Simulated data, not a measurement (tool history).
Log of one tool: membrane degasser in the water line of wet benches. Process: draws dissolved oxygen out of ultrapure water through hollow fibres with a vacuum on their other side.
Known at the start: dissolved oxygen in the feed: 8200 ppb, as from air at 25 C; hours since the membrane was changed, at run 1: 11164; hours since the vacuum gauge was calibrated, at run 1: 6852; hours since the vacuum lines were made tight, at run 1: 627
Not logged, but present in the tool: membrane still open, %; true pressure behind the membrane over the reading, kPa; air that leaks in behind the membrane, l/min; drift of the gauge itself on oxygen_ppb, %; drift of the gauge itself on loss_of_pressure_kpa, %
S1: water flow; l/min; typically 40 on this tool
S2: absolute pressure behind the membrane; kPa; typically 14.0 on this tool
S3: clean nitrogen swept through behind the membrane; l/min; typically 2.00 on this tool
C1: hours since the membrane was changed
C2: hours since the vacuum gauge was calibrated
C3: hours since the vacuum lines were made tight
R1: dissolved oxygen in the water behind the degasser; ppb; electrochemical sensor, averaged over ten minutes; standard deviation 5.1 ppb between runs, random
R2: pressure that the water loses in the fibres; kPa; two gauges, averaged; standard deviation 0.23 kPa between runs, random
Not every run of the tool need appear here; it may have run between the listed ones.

{"run": 1, "hour": 0.0, "S1": 40, "S2": 14.0, "S3": 2.0, "C1": 11164, "C2": 6852, "C3": 627, "R1": 572.3, "R2": 64.31}
{"run": 2, "hour": 324.2, "S1": 40, "S2": 14.0, "S3": 2.0, "C1": 11488, "C2": 7176, "C3": 951, "R1": 569.2, "R2": 64.05}
{"run": 3, "hour": 603.0, "S1": 40, "S2": 14.0, "S3": 2.0, "C1": 11767, "C2": 7455, "C3": 1230, "R1": 564.3, "R2": 64.33}
{"run": 4, "hour": 755.6, "S1": 40, "S2": 14.0, "S3": 2.0, "C1": 11919, "C2": 7607, "C3": 1382, "R1": 563.0, "R2": 64.59}
{"run": 5, "hour": 1026.8, "S1": 40, "S2": 14.0, "S3": 2.0, "C1": 12190, "C2": 7878, "C3": 1653, "R1": 570.5, "R2": 64.58}
{"hour": 1175.2, "done": "vacuum gauge calibrated"}
{"run": 6, "hour": 1343.0, "S1": 40, "S2": 14.0, "S3": 2.0, "C1": 12506, "C2": 168, "C3": 1969, "R1": 562.0, "R2": 64.94}
{"run": 7, "hour": 1581.5, "S1": 40, "S2": 14.0, "S3": 2.0, "C1": 12745, "C2": 406, "C3": 2208, "R1": 560.9, "R2": 65.07}
{"run": 8, "hour": 1899.1, "S1": 40, "S2": 14.0, "S3": 2.0, "C1": 13062, "C2": 724, "C3": 2525, "R1": 574.0, "R2": 64.84}
{"run": 9, "hour": 2144.8, "S1": 51, "S2": 14.0, "S3": 2.0, "C1": 13308, "C2": 970, "C3": 2771, "R1": 753.6, "R2": 83.01}
{"run": 10, "hour": 2473.5, "S1": 40, "S2": 14.1, "S3": 2.0, "C1": 13637, "C2": 1298, "C3": 3100, "R1": 581.3, "R2": 65.18}
{"run": 11, "hour": 2814.0, "S1": 26, "S2": 14.0, "S3": 2.0, "C1": 13977, "C2": 1639, "C3": 3440, "R1": 359.2, "R2": 42.45}
{"run": 12, "hour": 3051.1, "S1": 26, "S2": 14.0, "S3": 2.0, "C1": 14214, "C2": 1876, "C3": 3677, "R1": 356.3, "R2": 42.72}
{"run": 13, "hour": 3295.1, "S1": 40, "S2": 10.9, "S3": 2.0, "C1": 14458, "C2": 2120, "C3": 3921, "R1": 454.5, "R2": 65.83}
{"run": 14, "hour": 3633.0, "S1": 40, "S2": 10.9, "S3": 2.0, "C1": 14796, "C2": 2458, "C3": 4259, "R1": 458.2, "R2": 65.97}
{"run": 15, "hour": 3971.2, "S1": 40, "S2": 14.0, "S3": 2.0, "C1": 15134, "C2": 2796, "C3": 4597, "R1": 584.6, "R2": 65.78}
{"run": 16, "hour": 4149.9, "S1": 40, "S2": 14.0, "S3": 2.0, "C1": 15313, "C2": 2975, "C3": 4776, "R1": 582.4, "R2": 66.1}
{"run": 17, "hour": 4467.1, "S1": 60, "S2": 11.2, "S3": 2.0, "C1": 15630, "C2": 3292, "C3": 5093, "R1": 743.6, "R2": 98.96}
{"run": 18, "hour": 4782.3, "S1": 35, "S2": 23.6, "S3": 3.13, "C1": 15945, "C2": 3607, "C3": 5408, "R1": 598.8, "R2": 58.5}
{"run": 19, "hour": 4955.8, "S1": 35, "S2": 23.6, "S3": 3.13, "C1": 16119, "C2": 3781, "C3": 5582, "R1": 605.0, "R2": 57.75}
{"run": 20, "hour": 5107.7, "S1": 35, "S2": 23.6, "S3": 3.13, "C1": 16271, "C2": 3932, "C3": 5734, "R1": 603.4, "R2": 57.89}
{"run": 21, "hour": 5328.5, "S1": 64, "S2": 22.8, "S3": 1.92, "C1": 16492, "C2": 4153, "C3": 5955, "R1": 1485.7, "R2": 106.77}
{"run": 22, "hour": 5589.7, "S1": 64, "S2": 22.8, "S3": 1.92, "C1": 16753, "C2": 4414, "C3": 6216, "R1": 1471.6, "R2": 105.74}
{"run": 23, "hour": 5814.6, "S1": 26, "S2": 17.7, "S3": 5.97, "C1": 16978, "C2": 4639, "C3": 6441, "R1": 201.2, "R2": 43.65}
{"run": 24, "hour": 6106.5, "S1": 46, "S2": 25.2, "S3": 2.0, "C1": 17270, "C2": 4931, "C3": 6733, "R1": 1151.3, "R2": 76.65}
{"run": 25, "hour": 6436.0, "S1": 40, "S2": 18.1, "S3": 1.49, "C1": 17599, "C2": 5261, "C3": 7062, "R1": 917.9, "R2": 67.48}
{"run": 26, "hour": 6663.5, "S1": 40, "S2": 29.5, "S3": 3.21, "C1": 17827, "C2": 5488, "C3": 7290, "R1": 815.0, "R2": 67.77}
{"run": 27, "hour": 6821.9, "S1": 40, "S2": 29.5, "S3": 3.21, "C1": 17985, "C2": 5647, "C3": 7448, "R1": 832.2, "R2": 67.57}
{"run": 28, "hour": 7032.5, "S1": 57, "S2": 25.2, "S3": 5.66, "C1": 18196, "C2": 5857, "C3": 7659, "R1": 749.6, "R2": 96.44}
{"hour": 7114.4, "done": "seals of the vacuum lines changed"}
{"run": 29, "hour": 7231.2, "S1": 52, "S2": 14.0, "S3": 2.7, "C1": 18392, "C2": 6054, "C3": 117, "R1": 658.2, "R2": 87.3}
{"run": 30, "hour": 7550.9, "S1": 51, "S2": 14.0, "S3": 1.77, "C1": 18712, "C2": 6374, "C3": 436, "R1": 823.2, "R2": 85.57}
{"run": 31, "hour": 7711.7, "S1": 56, "S2": 12.3, "S3": 2.07, "C1": 18873, "C2": 6535, "C3": 597, "R1": 761.1, "R2": 94.59}

Across each entry between runs, compare the hidden state at the last listed run before it with the hidden state at the first listed run after it:
In the gap between runs 5 and 6: vacuum gauge calibrated (hour 1175.2)
  membrane still open, %: 92.8 -> 92.6; true pressure behind the membrane over the reading, kPa: 0.16 -> -0.02; air that leaks in behind the membrane, l/min: 0.0025 -> 0.0027
  the result without the hidden state subtracted from the measured one, R1: +36.8 -> +30.3 ppb; R2: +4.65 -> +4.80 kPa
In the gap between runs 28 and 29: seals of the vacuum lines changed (hour 7114.4)
  membrane still open, %: 89.3 -> 89.2; true pressure behind the membrane over the reading, kPa: 0.1 -> 0.11; air that leaks in behind the membrane, l/min: 0.0062 -> 0.0026
  the result without the hidden state subtracted from the measured one, R1: +87.0 -> +79.3 ppb; R2: +10.28 -> +9.41 kPa
